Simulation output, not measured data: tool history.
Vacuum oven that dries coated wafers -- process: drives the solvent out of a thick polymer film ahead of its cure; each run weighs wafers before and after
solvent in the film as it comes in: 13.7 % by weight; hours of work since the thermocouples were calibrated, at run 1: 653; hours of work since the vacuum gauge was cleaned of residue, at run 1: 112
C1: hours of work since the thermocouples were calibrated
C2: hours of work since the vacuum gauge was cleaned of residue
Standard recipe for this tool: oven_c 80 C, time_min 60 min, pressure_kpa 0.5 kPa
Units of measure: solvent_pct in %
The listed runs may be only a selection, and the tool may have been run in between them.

run 1 day=0 | oven_c=80 time_min=60 pressure_kpa=0.5 | C1=653 C2=112 | solvent_pct=0.69
run 2 day=0.496 | oven_c=80 time_min=60 pressure_kpa=0.5 | C1=661 C2=120 | solvent_pct=0.67
run 3 day=1.046 | oven_c=80 time_min=60 pressure_kpa=0.5 | C1=670 C2=129 | solvent_pct=0.69
run 4 day=1.708 | oven_c=80 time_min=60 pressure_kpa=0.5 | C1=681 C2=140 | solvent_pct=0.68
run 5 day=2.35 | oven_c=80 time_min=69 pressure_kpa=0.5 | C1=692 C2=151 | solvent_pct=0.49
run 6 day=2.854 | oven_c=80 time_min=69 pressure_kpa=0.5 | C1=700 C2=159 | solvent_pct=0.5
run 7 day=3.579 | oven_c=80 time_min=69 pressure_kpa=0.5 | C1=712 C2=171 | solvent_pct=0.52
run 8 day=4.117 | oven_c=91 time_min=69 pressure_kpa=0.5 | C1=721 C2=180 | solvent_pct=0.12
run 9 day=4.912 | oven_c=91 time_min=69 pressure_kpa=0.5 | C1=734 C2=193 | solvent_pct=0.13
run 10 day=5.588 | oven_c=91 time_min=69 pressure_kpa=0.5 | C1=745 C2=204 | solvent_pct=0.14
run 11 day=6.292 | oven_c=91 time_min=69 pressure_kpa=0.5 | C1=757 C2=216 | solvent_pct=0.15
run 12 day=6.696 | oven_c=85 time_min=69 pressure_kpa=0.5 | C1=764 C2=222 | solvent_pct=0.24
run 13 day=7.425 | oven_c=80 time_min=58 pressure_kpa=0.5 | C1=776 C2=235 | solvent_pct=0.73
run 14 day=8.4 | oven_c=80 time_min=58 pressure_kpa=0.5 | C1=792 C2=251 | solvent_pct=0.72
run 15 day=8.971 | oven_c=80 time_min=60 pressure_kpa=0.327 | C1=801 C2=260 | solvent_pct=0.6
run 16 day=9.892 | oven_c=80 time_min=60 pressure_kpa=0.552 | C1=816 C2=275 | solvent_pct=0.66

What will run 17 give?
run 17 day=10.646 | oven_c=67 time_min=84 pressure_kpa=1.388 | C1=829 C2=288 | solvent_pct=?

{"run 17": {"solvent_pct": 2.49}}
Without the tool's hidden state the same run would have given solvent_pct 2.85 %.

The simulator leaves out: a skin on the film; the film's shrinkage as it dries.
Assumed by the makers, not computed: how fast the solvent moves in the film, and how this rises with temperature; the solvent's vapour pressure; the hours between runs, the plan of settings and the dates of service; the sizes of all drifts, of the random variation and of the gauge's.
